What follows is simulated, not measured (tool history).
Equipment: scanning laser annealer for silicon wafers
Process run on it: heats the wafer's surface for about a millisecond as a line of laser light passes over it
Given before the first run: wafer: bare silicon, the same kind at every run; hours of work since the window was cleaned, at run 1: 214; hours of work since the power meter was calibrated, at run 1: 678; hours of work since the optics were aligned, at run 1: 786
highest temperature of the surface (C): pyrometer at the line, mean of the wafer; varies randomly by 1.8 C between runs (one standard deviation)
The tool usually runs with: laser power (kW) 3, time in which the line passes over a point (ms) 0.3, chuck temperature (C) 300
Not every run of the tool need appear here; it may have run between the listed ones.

run	hour	laser power (kW)	time in which the line passes over a point (ms)	chuck temperature (C)	hours of work since the window was cleaned	hours of work since the power meter was calibrated	hours of work since the optics were aligned	highest temperature of the surface (C)
1	0	3	0.3	300	214	678	786	1023
2	44	3	0.3	300	234	697	806	1019
3	69.8	3	0.3	300	245	709	817	1017
4	110.5	3	0.3	300	264	727	836	1017
5	131.5	3	0.3	291	273	736	845	1006
6	177.4	3	0.3	291	294	757	866	1003
7	207.4	3	0.3	291	307	770	879	1003
8	231	3	0.3	300	318	781	890	1011
9	259.2	3	0.3	339	330	794	902	1050
10	289.9	2.614	0.258	339	344	807	916	885
11	312.4	3.289	0.258	301	354	817	926	1039
12	349.4	2.811	0.318	304	371	834	943	976
13	392.4	3.126	0.252	316	390	853	962	997
# hour 410: window over the wafer cleaned
14	440.1	3.126	0.252	316	13	874	982	1018
15	486	3.126	0.252	316	34	894	1003	1012
16	524.3	3.126	0.252	316	51	911	1020	1014
17	550.9	3.126	0.252	316	63	923	1032	1013
18	574	2.916	0.377	287	73	934	1042	1072

Each row is a separate what-if for the run after 18, all from the same tool condition, not one after another. Results?
A	616.7	3.09	0.262	287	92	953	1061	?
B	616.7	3.283	0.224	274	92	953	1061	?
C	616.7	2.744	0.377	279	92	953	1061	?

run	highest temperature of the surface (C)
A	986
B	969
C	1001
With no hidden state in the tool, these same runs would have given:
run	highest temperature of the surface (C)
A	1020
B	1003
C	1036
